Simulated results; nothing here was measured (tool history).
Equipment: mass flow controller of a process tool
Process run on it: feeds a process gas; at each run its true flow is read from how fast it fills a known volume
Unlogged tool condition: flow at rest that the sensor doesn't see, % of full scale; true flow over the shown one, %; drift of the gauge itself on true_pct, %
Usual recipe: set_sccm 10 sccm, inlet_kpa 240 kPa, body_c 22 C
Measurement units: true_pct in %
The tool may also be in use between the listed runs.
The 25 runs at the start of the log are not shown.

run    hour  set_sccm  inlet_kpa  body_c  hours of work since the controller was set to zero  hours of work since the controller was changed  true_pct
 26  1768.6        10        234      22                                                 190                                            2304    100.95
 27  1863.7        10        240      24                                                 246                                            2360    100.74
 28  1908.5        10        180      24                                                 273                                            2386    100.70
 29  1981.0         9        180      28                                                 315                                            2429    100.22
 30  2037.6         9        180      28                                                 349                                            2462    100.20
 31  2119.1         9        180      28                                                 397                                            2511    100.27
 32  2184.1         9        180      28                                                 435                                            2549    100.20
 33  2244.3         9        180      28                                                 471                                            2584    100.13

The next listed run, before its measurement:
 34  2284.9         9        180      28                                                 495                                            2608         ?

{"run 34": {"true_pct": 100.25}}
Without the tool's hidden state the same run would have given true_pct 99.27 %.

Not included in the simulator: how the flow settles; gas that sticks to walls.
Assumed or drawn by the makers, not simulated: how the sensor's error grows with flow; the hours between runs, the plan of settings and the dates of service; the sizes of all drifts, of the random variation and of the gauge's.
